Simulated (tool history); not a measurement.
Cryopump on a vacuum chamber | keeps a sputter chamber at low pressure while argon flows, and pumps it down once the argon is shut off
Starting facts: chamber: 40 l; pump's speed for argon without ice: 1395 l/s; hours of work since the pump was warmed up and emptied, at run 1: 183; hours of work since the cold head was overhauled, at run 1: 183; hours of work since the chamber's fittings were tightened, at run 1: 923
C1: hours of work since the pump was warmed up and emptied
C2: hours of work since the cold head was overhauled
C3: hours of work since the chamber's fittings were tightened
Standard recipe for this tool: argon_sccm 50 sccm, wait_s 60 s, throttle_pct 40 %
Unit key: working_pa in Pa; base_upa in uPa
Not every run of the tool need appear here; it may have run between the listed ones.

run 1 day=0.000 | argon_sccm=50 wait_s=60 throttle_pct=40 | C1=183 C2=183 C3=923 | working_pa=0.1549 base_upa=2.48
run 2 day=1.012 | argon_sccm=50 wait_s=60 throttle_pct=40 | C1=193 C2=193 C3=933 | working_pa=0.1553 base_upa=2.49
run 3 day=2.104 | argon_sccm=50 wait_s=60 throttle_pct=40 | C1=204 C2=204 C3=944 | working_pa=0.1546 base_upa=2.49
run 4 day=3.062 | argon_sccm=50 wait_s=60 throttle_pct=37 | C1=214 C2=214 C3=954 | working_pa=0.1680 base_upa=2.54
run 5 day=4.921 | argon_sccm=50 wait_s=60 throttle_pct=37 | C1=232 C2=232 C3=972 | working_pa=0.1685 base_upa=2.54
run 6 day=6.800 | argon_sccm=50 wait_s=173 throttle_pct=40 | C1=251 C2=251 C3=991 | working_pa=0.1566 base_upa=1.80
run 7 day=7.638 | argon_sccm=50 wait_s=173 throttle_pct=40 | C1=259 C2=259 C3=999 | working_pa=0.1569 base_upa=1.77
run 8 day=8.488 | argon_sccm=50 wait_s=60 throttle_pct=40 | C1=268 C2=268 C3=1008 | working_pa=0.1560 base_upa=2.61
run 9 day=9.883 | argon_sccm=50 wait_s=60 throttle_pct=40 | C1=282 C2=282 C3=1022 | working_pa=0.1568 base_upa=2.55
run 10 day=11.212 | argon_sccm=50 wait_s=60 throttle_pct=40 | C1=295 C2=295 C3=1035 | working_pa=0.1573 base_upa=2.64
run 11 day=13.054 | argon_sccm=50 wait_s=60 throttle_pct=40 | C1=313 C2=313 C3=1053 | working_pa=0.1577 base_upa=2.67
run 12 day=15.038 | argon_sccm=50 wait_s=60 throttle_pct=40 | C1=333 C2=333 C3=1073 | working_pa=0.1586 base_upa=2.77
run 13 day=15.858 | argon_sccm=50 wait_s=60 throttle_pct=40 | C1=341 C2=341 C3=1081 | working_pa=0.1597 base_upa=2.79
run 14 day=17.679 | argon_sccm=50 wait_s=60 throttle_pct=40 | C1=359 C2=359 C3=1099 | working_pa=0.1583 base_upa=2.77
run 15 day=18.954 | argon_sccm=50 wait_s=60 throttle_pct=40 | C1=372 C2=372 C3=1112 | working_pa=0.1607 base_upa=2.75
run 16 day=20.488 | argon_sccm=50 wait_s=60 throttle_pct=40 | C1=387 C2=387 C3=1127 | working_pa=0.1603 base_upa=2.79
run 17 day=22.446 | argon_sccm=50 wait_s=60 throttle_pct=40 | C1=407 C2=407 C3=1147 | working_pa=0.1609 base_upa=2.85
run 18 day=23.662 | argon_sccm=50 wait_s=60 throttle_pct=40 | C1=419 C2=419 C3=1159 | working_pa=0.1608 base_upa=2.84
run 19 day=24.804 | argon_sccm=30 wait_s=60 throttle_pct=33 | C1=430 C2=430 C3=1170 | working_pa=0.1160 base_upa=2.84
run 20 day=26.421 | argon_sccm=30 wait_s=60 throttle_pct=33 | C1=446 C2=446 C3=1186 | working_pa=0.1145 base_upa=2.87
run 21 day=27.521 | argon_sccm=30 wait_s=60 throttle_pct=33 | C1=457 C2=457 C3=1197 | working_pa=0.1159 base_upa=2.89
run 22 day=29.446 | argon_sccm=69 wait_s=257 throttle_pct=50 | C1=477 C2=477 C3=1217 | working_pa=0.1800 base_upa=2.00
run 23 day=30.633 | argon_sccm=50 wait_s=95 throttle_pct=49 | C1=488 C2=488 C3=1228 | working_pa=0.1345 base_upa=2.52
-- day=31.808 pump warmed up, emptied and cooled again
run 24 day=32.238 | argon_sccm=85 wait_s=95 throttle_pct=30 | C1=4 C2=502 C3=1242 | working_pa=0.3434 base_upa=2.31
run 25 day=33.162 | argon_sccm=85 wait_s=95 throttle_pct=30 | C1=13 C2=511 C3=1252 | working_pa=0.3439 base_upa=2.37
run 26 day=34.467 | argon_sccm=85 wait_s=95 throttle_pct=30 | C1=26 C2=524 C3=1264 | working_pa=0.3430 base_upa=2.26
run 27 day=35.638 | argon_sccm=85 wait_s=95 throttle_pct=30 | C1=38 C2=536 C3=1276 | working_pa=0.3459 base_upa=2.29
run 28 day=37.042 | argon_sccm=31 wait_s=60 throttle_pct=40 | C1=52 C2=550 C3=1290 | working_pa=0.0948 base_upa=2.74
run 29 day=38.025 | argon_sccm=35 wait_s=100 throttle_pct=21 | C1=62 C2=560 C3=1300 | working_pa=0.2026 base_upa=2.32
run 30 day=39.096 | argon_sccm=35 wait_s=100 throttle_pct=21 | C1=73 C2=571 C3=1311 | working_pa=0.2049 base_upa=2.30
run 31 day=40.858 | argon_sccm=29 wait_s=268 throttle_pct=40 | C1=90 C2=588 C3=1328 | working_pa=0.0885 base_upa=1.87
run 32 day=42.400 | argon_sccm=25 wait_s=41 throttle_pct=59 | C1=105 C2=603 C3=1343 | working_pa=0.0523 base_upa=3.44
run 33 day=44.004 | argon_sccm=28 wait_s=25 throttle_pct=30 | C1=121 C2=619 C3=1359 | working_pa=0.1149 base_upa=4.44
run 34 day=45.662 | argon_sccm=28 wait_s=25 throttle_pct=30 | C1=138 C2=636 C3=1376 | working_pa=0.1157 base_upa=4.57

What if the next run were any one of these 4? Each begins from the tool's condition after run 34:
run A day=47.646 | argon_sccm=61 wait_s=233 throttle_pct=40 | C1=158 C2=656 C3=1396 | working_pa=? base_upa=?
run B day=47.646 | argon_sccm=27 wait_s=77 throttle_pct=44 | C1=158 C2=656 C3=1396 | working_pa=? base_upa=?
run C day=47.646 | argon_sccm=64 wait_s=25 throttle_pct=30 | C1=158 C2=656 C3=1396 | working_pa=? base_upa=?
run D day=47.646 | argon_sccm=22 wait_s=46 throttle_pct=53 | C1=158 C2=656 C3=1396 | working_pa=? base_upa=?

run=A working_pa=0.1890 base_upa=2.04
run=B working_pa=0.0760 base_upa=2.61
run=C working_pa=0.2643 base_upa=4.70
run=D working_pa=0.0528 base_upa=3.38
Stripped of hidden state, with their random variation kept, the same runs would have yielded:
run=A working_pa=0.1848 base_upa=0.51
run=B working_pa=0.0742 base_upa=1.11
run=C working_pa=0.2598 base_upa=3.17
run=D working_pa=0.0513 base_upa=1.82

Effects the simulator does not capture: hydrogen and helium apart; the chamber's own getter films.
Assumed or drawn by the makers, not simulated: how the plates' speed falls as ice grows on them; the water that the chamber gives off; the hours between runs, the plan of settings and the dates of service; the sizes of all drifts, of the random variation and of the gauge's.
